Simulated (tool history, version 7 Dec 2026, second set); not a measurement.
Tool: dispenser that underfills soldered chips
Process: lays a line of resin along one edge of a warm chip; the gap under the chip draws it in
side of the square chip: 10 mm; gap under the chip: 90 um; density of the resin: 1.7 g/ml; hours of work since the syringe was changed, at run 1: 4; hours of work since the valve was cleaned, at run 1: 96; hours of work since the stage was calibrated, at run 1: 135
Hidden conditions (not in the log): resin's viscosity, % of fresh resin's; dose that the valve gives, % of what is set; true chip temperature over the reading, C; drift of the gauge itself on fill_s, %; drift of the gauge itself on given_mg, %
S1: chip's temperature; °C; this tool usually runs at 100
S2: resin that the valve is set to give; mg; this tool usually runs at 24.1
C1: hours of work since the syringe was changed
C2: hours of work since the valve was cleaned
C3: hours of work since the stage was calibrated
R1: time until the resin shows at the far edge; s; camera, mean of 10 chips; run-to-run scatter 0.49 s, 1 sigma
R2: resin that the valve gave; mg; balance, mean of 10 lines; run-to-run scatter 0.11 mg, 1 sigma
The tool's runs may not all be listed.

{"run": 1, "hour": 0.0, "S1": 100, "S2": 24.1, "C1": 4, "C2": 96, "C3": 135, "R1": 53.6, "R2": 22.88}
{"hour": 2.6, "done": "new syringe of resin"}
{"run": 2, "hour": 3.5, "S1": 100, "S2": 29.1, "C1": 1, "C2": 98, "C3": 137, "R1": 40.5, "R2": 27.79}
{"run": 3, "hour": 8.5, "S1": 96, "S2": 29.1, "C1": 4, "C2": 101, "C3": 140, "R1": 57.1, "R2": 27.61}
{"hour": 12.1, "done": "new syringe of resin"}
{"run": 4, "hour": 13.6, "S1": 100, "S2": 24.1, "C1": 1, "C2": 104, "C3": 143, "R1": 42.7, "R2": 23.02}
{"run": 5, "hour": 18.8, "S1": 89, "S2": 24.1, "C1": 4, "C2": 107, "C3": 146, "R1": 74.8, "R2": 22.6}
{"hour": 21.2, "done": "new syringe of resin"}
{"run": 6, "hour": 21.9, "S1": 100, "S2": 24.1, "C1": 0, "C2": 109, "C3": 148, "R1": 39.1, "R2": 22.9}
{"run": 7, "hour": 25.7, "S1": 107, "S2": 28.0, "C1": 3, "C2": 111, "C3": 150, "R1": 39.8, "R2": 26.66}

Estimate the outcome of run 8 from the log above:
{"hour": 30.2, "done": "new syringe of resin"}
{"run": 8, "hour": 30.7, "S1": 107, "S2": 28.0, "C1": 0, "C2": 114, "C3": 153, "R1": "?", "R2": "?"}

R1: 32.5 s
R2: 26.28 mg
With the hidden condition absent and the run-to-run variation left alone, this run would have shown R1 31.9 s, R2 27.85 mg.
